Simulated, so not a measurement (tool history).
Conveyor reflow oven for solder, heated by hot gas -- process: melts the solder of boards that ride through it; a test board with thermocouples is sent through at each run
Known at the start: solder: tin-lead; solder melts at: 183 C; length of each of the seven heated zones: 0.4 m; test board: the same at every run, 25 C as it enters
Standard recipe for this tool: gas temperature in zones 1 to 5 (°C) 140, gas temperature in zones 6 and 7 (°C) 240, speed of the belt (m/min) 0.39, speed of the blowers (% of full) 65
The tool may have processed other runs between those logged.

run,hour,gas temperature in zones 1 to 5 (°C),gas temperature in zones 6 and 7 (°C),speed of the belt (m/min),speed of the blowers (% of full),highest temperature of the board (°C),time above the solder's melting point (s)
1,0,140,240,0.39,65,223.4,100.9
2,78.3,140,240,0.39,65,224.1,101.2
3,131.7,140,240,0.39,65,224,101.2
4,183.7,140,240,0.39,65,223.8,101.5
5,227.2,140,240,0.39,65,223.5,101.4
# hour 236.9: flux residue cleaned out of gas plates and filters
6,294.7,140,240,0.394,65,223.9,99.1
7,391.2,140,240,0.391,65,224,101.1
# hour 423.9: belt drive overhauled, speed set with a stopwatch
8,480.9,140,240,0.39,65,223.1,101.3
# hour 491.4: thermocouples of zones 6 and 7 changed
9,534,140,240,0.39,65,224.4,100.9
10,610.1,140,240,0.39,65,223.9,100.9
11,695.4,140,236,0.39,65,220.5,97.2
# hour 721.7: flux residue cleaned out of gas plates and filters
12,742.7,140,240,0.39,65,223.8,101.3
13,838.5,140,240,0.39,65,223.3,101.6
14,920.9,140,240,0.373,65,224.9,107.3
15,1009.1,151,240,0.39,65,225.8,110
16,1065.5,140,240,0.39,84,228.3,106.4
17,1107.3,132,242,0.318,57,228.4,125.5
# hour 1202.2: flux residue cleaned out of gas plates and filters
18,1209.7,132,242,0.318,57,228.3,125.3
19,1286.3,141,242,0.318,76,233.6,136.9
20,1373,147,242,0.432,76,226.5,96.8
21,1475.1,147,233,0.432,52,211.4,79
22,1546.1,147,233,0.428,52,211.9,80.3
23,1600.4,147,233,0.428,52,212,79.9
24,1662.9,138,254,0.427,86,238.8,102.9
# hour 1681.2: flux residue cleaned out of gas plates and filters
25,1770,152,241,0.449,85,227.3,96.8
26,1820.9,140,240,0.459,65,218.3,79.1
27,1908.5,140,233,0.459,75,215.3,76.8
# hour 1948.2: thermocouples of zones 6 and 7 changed
28,2010.6,140,233,0.459,75,215.4,76.6
29,2097.6,140,233,0.459,75,215.6,76.5

4 ways to go on from here, each from the tool as it stands after run 29. What would each give?
# hour 2164.8: flux residue cleaned out of gas plates and filters
A,2201.7,149,243,0.324,75,?,?
# hour 2164.8: flux residue cleaned out of gas plates and filters
B,2201.7,149,241,0.459,77,?,?
# hour 2164.8: flux residue cleaned out of gas plates and filters
C,2201.7,140,243,0.312,65,?,?
# hour 2164.8: flux residue cleaned out of gas plates and filters
D,2201.7,140,240,0.334,77,?,?

run,highest temperature of the board (°C),time above the solder's melting point (s)
A,235.1,139.8
B,224.3,91.7
C,233,137.9
D,230.6,127.1
Stripped of hidden state, with their random variation kept, the same runs would have yielded:
run,highest temperature of the board (°C),time above the solder's melting point (s)
A,235,139.4
B,224.2,91.4
C,232.9,137.5
D,230.5,126.7

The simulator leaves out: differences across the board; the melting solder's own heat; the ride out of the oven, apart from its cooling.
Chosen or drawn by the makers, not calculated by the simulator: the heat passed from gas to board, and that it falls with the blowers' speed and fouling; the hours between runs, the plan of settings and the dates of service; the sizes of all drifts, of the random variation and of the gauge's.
